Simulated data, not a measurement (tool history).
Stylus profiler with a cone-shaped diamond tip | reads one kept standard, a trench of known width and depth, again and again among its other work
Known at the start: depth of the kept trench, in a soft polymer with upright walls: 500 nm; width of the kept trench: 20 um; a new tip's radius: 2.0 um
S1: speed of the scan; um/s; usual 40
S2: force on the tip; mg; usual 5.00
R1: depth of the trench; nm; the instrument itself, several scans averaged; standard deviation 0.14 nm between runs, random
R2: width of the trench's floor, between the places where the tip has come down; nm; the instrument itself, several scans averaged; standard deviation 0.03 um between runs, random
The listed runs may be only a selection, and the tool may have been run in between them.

run	hour	S1	S2	R1	R2
1	0.0	40	5.00	512.17	17140
2	68.3	40	9.85	518.58	17140
3	141.4	40	7.32	515.52	17100
4	204.9	40	1.76	505.78	16940
5	256.3	40	5.00	511.61	17060
6	308.7	40	5.00	511.57	17080

The next listed run, before its measurement:
7	370.4	40	5.00	?	?

R1: 511.65 nm
R2: 17080 nm
With no hidden state in the tool, this same run would have given R1 512.05 nm, R2 17230 nm.
